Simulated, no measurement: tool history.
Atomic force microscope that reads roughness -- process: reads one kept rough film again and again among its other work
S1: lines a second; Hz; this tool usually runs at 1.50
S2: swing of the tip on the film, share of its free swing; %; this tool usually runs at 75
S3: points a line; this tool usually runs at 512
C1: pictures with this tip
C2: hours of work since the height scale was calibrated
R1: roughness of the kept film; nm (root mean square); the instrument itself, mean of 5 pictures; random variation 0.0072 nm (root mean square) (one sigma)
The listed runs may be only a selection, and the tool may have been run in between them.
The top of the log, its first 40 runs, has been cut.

Run 41, hour 1475.3: usual settings but S1 3.68 Hz, S2 67 %, S3 850; C1 302; C2 1037. Result: R1 1.447 nm (root mean square).
At hour 1514.8: new tip fitted.
Run 42, hour 1525.0: usual settings but S1 3.68 Hz, S2 67 %, S3 850; C1 16; C2 1063. Result: R1 1.431 nm (root mean square).
Run 43, hour 1579.4: usual settings but S1 0.74 Hz, S3 636; C1 102; C2 1091. Result: R1 1.546 nm (root mean square).
Run 44, hour 1607.4: usual settings but S1 0.74 Hz, S3 636; C1 146; C2 1106. Result: R1 1.549 nm (root mean square).
Run 45, hour 1642.2: usual settings but S1 0.74 Hz, S3 636; C1 201; C2 1124. Result: R1 1.559 nm (root mean square).
Run 46, hour 1672.5: usual settings but S1 0.58 Hz, S2 61 %; C1 249; C2 1140. Result: R1 1.593 nm (root mean square).
Run 47, hour 1699.3: usual settings but S1 0.63 Hz, S2 61 %, S3 369; C1 291; C2 1154. Result: R1 1.582 nm (root mean square).
Run 48, hour 1732.0: usual settings but S1 2.00 Hz, S2 87 %, S3 356; C1 343; C2 1171. Result: R1 1.351 nm (root mean square).
At hour 1744.9: new tip fitted.
Run 49, hour 1763.1: usual settings but S1 2.00 Hz, S2 68 %, S3 610; C1 28; C2 1187. Result: R1 1.506 nm (root mean square).
Run 50, hour 1800.2: usual settings but S3 417; C1 87; C2 1207. Result: R1 1.485 nm (root mean square).

What does the tool deliver on the next run?
Run 51, hour 1851.6: usual settings but S1 2.29 Hz, S2 71 %, S3 698; C1 168; C2 1233. Result: R1 ?.

{"run 51": {"R1": 1.483}}
With the hidden condition absent and the run-to-run variation left alone, this run would have shown R1 1.485 nm (root mean square).
